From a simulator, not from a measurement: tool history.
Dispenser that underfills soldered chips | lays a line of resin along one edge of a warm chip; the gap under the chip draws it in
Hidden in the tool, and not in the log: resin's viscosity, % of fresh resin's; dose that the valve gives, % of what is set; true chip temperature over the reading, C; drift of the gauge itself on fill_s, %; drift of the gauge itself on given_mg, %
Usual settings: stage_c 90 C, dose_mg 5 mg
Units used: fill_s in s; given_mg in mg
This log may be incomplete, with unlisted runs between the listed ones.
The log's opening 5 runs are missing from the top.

| run | hour | stage_c | dose_mg | hours of work since the syringe was changed | hours of work since the valve was cleaned | hours of work since the stage was calibrated | fill_s | given_mg |
|---|---|---|---|---|---|---|---|---|
|  | 28.9 | new syringe of resin |
| 6 | 30.5 | 97 | 5 | 1 | 59 | 76 | 16.8 | 4.84 |
| 7 | 37.2 | 97 | 5 | 6 | 64 | 81 | 21.4 | 4.82 |
|  | 40.5 | new syringe of resin |
| 8 | 43 | 97 | 5 | 2 | 67 | 84 | 17.6 | 4.83 |
| 9 | 47.9 | 90 | 5 | 5 | 71 | 88 | 25.3 | 4.8 |
|  | 51.9 | new syringe of resin |
| 10 | 53.1 | 90 | 5 | 1 | 74 | 91 | 20.2 | 4.78 |
| 11 | 58.4 | 90 | 5.24 | 5 | 78 | 95 | 25.7 | 5 |
|  | 63.5 | new syringe of resin |
| 12 | 64.5 | 90 | 5.24 | 1 | 82 | 99 | 20.2 | 5 |
| 13 | 69.3 | 90 | 5.24 | 4 | 85 | 102 | 24 | 5.02 |
|  | 75.3 | new syringe of resin |
| 14 | 75.3 | 90 | 5.24 | 0 | 89 | 106 | 19.5 | 4.99 |
| 15 | 81.5 | 90 | 5.24 | 4 | 93 | 110 | 24.9 | 4.96 |
| 16 | 84.9 | 90 | 5.24 | 7 | 96 | 113 | 28.3 | 4.97 |
|  | 87 | new syringe of resin |
| 17 | 89.9 | 90 | 5 | 2 | 99 | 116 | 22.1 | 4.74 |
| 18 | 94.6 | 90 | 5 | 5 | 102 | 119 | 26.4 | 4.73 |
|  | 98.7 | new syringe of resin |
| 19 | 98.7 | 82 | 5.15 | 0 | 105 | 122 | 24.7 | 4.87 |
| 20 | 104.8 | 88 | 5.79 | 4 | 109 | 126 | 25.6 | 5.44 |
| 21 | 108.5 | 97 | 5 | 7 | 112 | 129 | 23.4 | 4.7 |
|  | 110.2 | new syringe of resin |
| 22 | 112.5 | 97 | 6.14 | 2 | 114 | 131 | 17.1 | 5.78 |
| 23 | 116 | 86 | 5.1 | 4 | 117 | 134 | 26.7 | 4.77 |
|  | 121.9 | new syringe of resin |
| 24 | 122.2 | 95 | 6.44 | 0 | 121 | 138 | 16.8 | 6.05 |
|  | 128.5 | dispensing valve cleaned and set on the balance |
| 25 | 128.5 | 95 | 6.44 | 4 | 0 | 141 | 20.2 | 6.46 |
| 26 | 132.7 | 83 | 5.67 | 7 | 3 | 144 | 34.2 | 5.65 |
|  | 134.7 | new syringe of resin |
| 27 | 137.3 | 81 | 5.3 | 2 | 6 | 147 | 28.4 | 5.26 |
| 28 | 141.4 | 82 | 4.48 | 5 | 9 | 150 | 32.1 | 4.47 |
|  | 146.4 | new syringe of resin |
| 29 | 146.5 | 78 | 4.43 | 0 | 12 | 153 | 28.2 | 4.42 |
| 30 | 151.4 | 81 | 6.11 | 3 | 15 | 157 | 30.3 | 6.09 |

What will run 31 give?
|  | 158.1 | new syringe of resin |
| 31 | 159.2 | 84 | 5.25 | 1 | 21 | 162 | ? | ? |

{"run 31": {"fill_s": 23.4, "given_mg": 5.18}}
With the hidden condition absent and the run-to-run variation left alone, this run would have shown fill_s 22.2 s, given_mg 5.24 mg.
